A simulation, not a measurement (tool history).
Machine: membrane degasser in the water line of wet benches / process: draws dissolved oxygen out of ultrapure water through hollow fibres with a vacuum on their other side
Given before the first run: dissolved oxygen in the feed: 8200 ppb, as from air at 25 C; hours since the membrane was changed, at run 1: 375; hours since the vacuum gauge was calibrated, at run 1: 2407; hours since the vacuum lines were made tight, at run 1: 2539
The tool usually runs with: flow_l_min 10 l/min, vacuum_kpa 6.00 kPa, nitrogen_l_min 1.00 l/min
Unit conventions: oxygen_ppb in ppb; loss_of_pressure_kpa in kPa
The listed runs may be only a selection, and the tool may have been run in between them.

run   hour  flow_l_min  vacuum_kpa  nitrogen_l_min  hours since the membrane was changed  hours since the vacuum gauge was calibrated  hours since the vacuum lines were made tight  oxygen_ppb  loss_of_pressure_kpa
  1    0.0          10        6.00            1.00                                   375                                         2407                                          2539        76.1                 27.52
  2   46.9          10        6.00            1.00                                   422                                         2454                                          2586        75.8                 27.17
  3   70.3          10        6.00            1.00                                   446                                         2477                                          2609        77.1                 27.03
  4   93.9          10        6.00            1.06                                   469                                         2501                                          2633        73.5                 27.40
  5  114.4          10        6.00            1.06                                   490                                         2521                                          2653        73.1                 27.12
  6  150.7          10        6.00            1.06                                   526                                         2558                                          2690        72.1                 27.16
  7  177.8          10        6.00            1.06                                   553                                         2585                                          2717        72.3                 27.16
  8  209.8          10        6.00            1.06                                   585                                         2617                                          2749        72.3                 27.04
  9  239.0          10        6.00            1.06                                   614                                         2646                                          2778        72.9                 27.42
 10  283.4          10        6.00            0.83                                   659                                         2690                                          2822        88.6                 27.51
 11  308.0           9        6.00            0.83                                   683                                         2715                                          2847        78.7                 24.44
 12  347.1           9        7.54            0.83                                   722                                         2754                                          2886       117.1                 24.41
 13  383.8           9        7.54            1.81                                   759                                         2791                                          2923        58.8                 24.47
 14  404.7           9        7.54            1.81                                   780                                         2812                                          2943        58.9                 24.70
 15  425.8          10        6.00            2.40                                   801                                         2833                                          2965        38.9                 27.30
 16  459.6          14        6.92            0.97                                   835                                         2867                                          2998       174.9                 38.00
 17  494.5           8        6.46            0.61                                   870                                         2901                                          3033       103.5                 21.69
 18  528.5           6        4.16            0.48                                   904                                         2936                                          3067        30.5                 16.36
 19  565.1          10        5.49            0.71                                   940                                         2972                                          3104        87.5                 27.42
 20  597.7          13        8.71            0.61                                   973                                         3005                                          3137       295.6                 35.03

Predict each of these 4 candidate next runs independently; none follows another, all start after run 20:
  A  619.0          10       13.56            2.21                                   994                                         3026                                          3158           ?                     ?
  B  619.0           8        8.71            0.61                                   994                                         3026                                          3158           ?                     ?
  C  619.0          13        8.71            2.14                                   994                                         3026                                          3158           ?                     ?
  D  619.0          12        6.00            1.00                                   994                                         3026                                          3158           ?                     ?

run  oxygen_ppb  loss_of_pressure_kpa
  A       124.8                 27.56
  B       171.8                 21.56
  C       115.9                 35.36
  D       106.4                 32.56
With no hidden state in the tool, these same runs would have given:
run  oxygen_ppb  loss_of_pressure_kpa
  A       121.6                 27.45
  B       166.8                 21.47
  C       113.0                 35.22
  D       103.1                 32.43
